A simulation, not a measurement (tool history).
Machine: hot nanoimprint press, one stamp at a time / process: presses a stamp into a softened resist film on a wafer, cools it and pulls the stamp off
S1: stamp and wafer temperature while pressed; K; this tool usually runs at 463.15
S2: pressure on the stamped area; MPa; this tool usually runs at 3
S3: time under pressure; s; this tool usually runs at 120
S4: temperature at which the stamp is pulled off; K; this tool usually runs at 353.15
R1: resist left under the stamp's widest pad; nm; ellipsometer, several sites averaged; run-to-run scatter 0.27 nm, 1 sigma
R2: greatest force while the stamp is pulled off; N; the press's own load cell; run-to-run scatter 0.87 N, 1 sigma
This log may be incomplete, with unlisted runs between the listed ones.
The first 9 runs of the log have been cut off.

| run | hour | S1 | S2 | S3 | S4 | R1 | R2 |
|---|---|---|---|---|---|---|---|
| 10 | 224.1 | 463.15 | 3 | 120 | 353.15 | 115.3 | 101 |
| 11 | 251.9 | 463.15 | 3 | 120 | 353.15 | 114.9 | 98.5 |
| 12 | 279.4 | 463.15 | 3 | 120 | 353.15 | 114.7 | 100.1 |
| 13 | 298.9 | 463.15 | 3 | 120 | 353.15 | 114.3 | 100.9 |
| 14 | 320.9 | 463.15 | 2 | 120 | 353.15 | 137.2 | 102.3 |
| 15 | 338.1 | 463.15 | 2 | 120 | 353.15 | 137.1 | 103.9 |
| 16 | 352.2 | 463.15 | 3 | 120 | 353.15 | 114.3 | 104 |
| 17 | 381.8 | 469.15 | 3 | 163 | 339.15 | 81.5 | 133.7 |
| 18 | 405.7 | 469.15 | 3 | 163 | 339.15 | 81.2 | 134.8 |
| 19 | 432.5 | 469.15 | 3 | 74 | 354.15 | 113 | 105.8 |
| 20 | 460.3 | 454.15 | 3 | 74 | 343.15 | 181.7 | 129.8 |
| 21 | 473.6 | 469.15 | 2.25 | 227 | 353.15 | 81.1 | 108.1 |
|  | 487.2 | plate thermocouple calibrated |
| 22 | 489.6 | 469.15 | 4.18 | 227 | 356.15 | 62 | 105.9 |
| 23 | 517.6 | 467.15 | 1.91 | 85 | 343.15 | 145.3 | 135.8 |
| 24 | 541.4 | 463.15 | 3 | 120 | 353.15 | 118.4 | 111.9 |
| 25 | 571.5 | 458.15 | 3 | 120 | 353.15 | 140.8 | 113.7 |
| 26 | 598.9 | 463.15 | 4.35 | 120 | 361.15 | 98.9 | 96.7 |
| 27 | 625.3 | 463.15 | 3.68 | 91 | 353.15 | 120.2 | 116.2 |
| 28 | 654.1 | 463.15 | 3.68 | 91 | 353.15 | 119.7 | 117.1 |
|  | 662 | stamp cleaned and given a new release coat |
| 29 | 686.2 | 467.15 | 3.68 | 91 | 353.15 | 104.6 | 97.1 |
| 30 | 700.9 | 467.15 | 3.68 | 91 | 353.15 | 104 | 96.3 |
| 31 | 716.1 | 463.15 | 3 | 120 | 346.15 | 117.1 | 112.1 |

Predict each of these 3 candidate next runs independently; none follows another, all start after run 31:
| A | 732.8 | 463.15 | 3 | 120 | 347.15 | ? | ? |
| B | 732.8 | 468.15 | 4.71 | 120 | 346.15 | ? | ? |
| C | 732.8 | 463.15 | 4.4 | 80 | 353.15 | ? | ? |

| run | R1 | R2 |
|---|---|---|
| A | 116.9 | 108.8 |
| B | 78.6 | 111.2 |
| C | 115.7 | 97.1 |
Take away the tool's hidden state, keep each run's random variation, and the runs would have read:
| run | R1 | R2 |
|---|---|---|
| A | 118.1 | 107 |
| B | 78.9 | 109.4 |
| C | 116.4 | 95.6 |
